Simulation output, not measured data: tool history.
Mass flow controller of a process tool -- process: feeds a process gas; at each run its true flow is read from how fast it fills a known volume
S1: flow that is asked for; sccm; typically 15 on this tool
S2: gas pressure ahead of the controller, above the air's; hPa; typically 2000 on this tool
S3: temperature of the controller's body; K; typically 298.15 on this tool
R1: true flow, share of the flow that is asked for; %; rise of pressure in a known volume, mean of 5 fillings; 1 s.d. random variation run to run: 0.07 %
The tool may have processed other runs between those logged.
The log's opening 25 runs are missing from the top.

run 26 hour=3878.1 | S1=40 S2=2340 S3=298.15 | R1=99.85
run 27 hour=4070.1 | S1=40 S2=2340 S3=298.15 | R1=99.77
run 28 hour=4210.3 | S1=40 S2=2340 S3=298.15 | R1=99.70
run 29 hour=4392.0 | S1=8 S2=1470 S3=298.15 | R1=97.89
run 30 hour=4587.4 | S1=8 S2=1470 S3=298.15 | R1=97.80
run 31 hour=4815.8 | S1=45 S2=1780 S3=299.15 | R1=99.49
run 32 hour=4949.5 | S1=17 S2=2000 S3=298.15 | R1=98.58
run 33 hour=5111.1 | S1=17 S2=2000 S3=298.15 | R1=98.57
run 34 hour=5229.1 | S1=17 S2=2340 S3=294.15 | R1=99.18
run 35 hour=5417.8 | S1=15 S2=2000 S3=312.15 | R1=97.02
run 36 hour=5541.3 | S1=13 S2=2130 S3=312.15 | R1=97.17
run 37 hour=5645.1 | S1=13 S2=2130 S3=312.15 | R1=97.18
run 38 hour=5742.0 | S1=23 S2=2130 S3=301.15 | R1=98.71
run 39 hour=5908.9 | S1=14 S2=2570 S3=298.15 | R1=98.75
run 40 hour=6061.0 | S1=14 S2=2570 S3=298.15 | R1=98.79
run 41 hour=6258.2 | S1=14 S2=2570 S3=298.15 | R1=98.88
run 42 hour=6441.9 | S1=16 S2=1500 S3=307.15 | R1=97.31
run 43 hour=6549.7 | S1=16 S2=1500 S3=307.15 | R1=97.27
run 44 hour=6674.2 | S1=27 S2=1550 S3=307.15 | R1=97.81
run 45 hour=6868.8 | S1=20 S2=1900 S3=302.15 | R1=98.36
-- hour=6884.0 controller's zero set anew
run 46 hour=7094.2 | S1=20 S2=1900 S3=302.15 | R1=98.39
run 47 hour=7293.1 | S1=30 S2=1550 S3=298.15 | R1=98.90
run 48 hour=7505.5 | S1=18 S2=2240 S3=309.15 | R1=97.74

Branching from run 48: 3 alternative next runs. What would each branch give?
run A hour=7702.8 | S1=16 S2=2240 S3=303.15 | R1=?
run B hour=7702.8 | S1=18 S2=1400 S3=309.15 | R1=?
run C hour=7702.8 | S1=21 S2=2000 S3=298.15 | R1=?

run=A R1=98.38
run=B R1=97.14
run=C R1=98.68
Take away the tool's hidden state, keep each run's random variation, and the runs would have read:
run=A R1=98.40
run=B R1=97.16
run=C R1=98.69
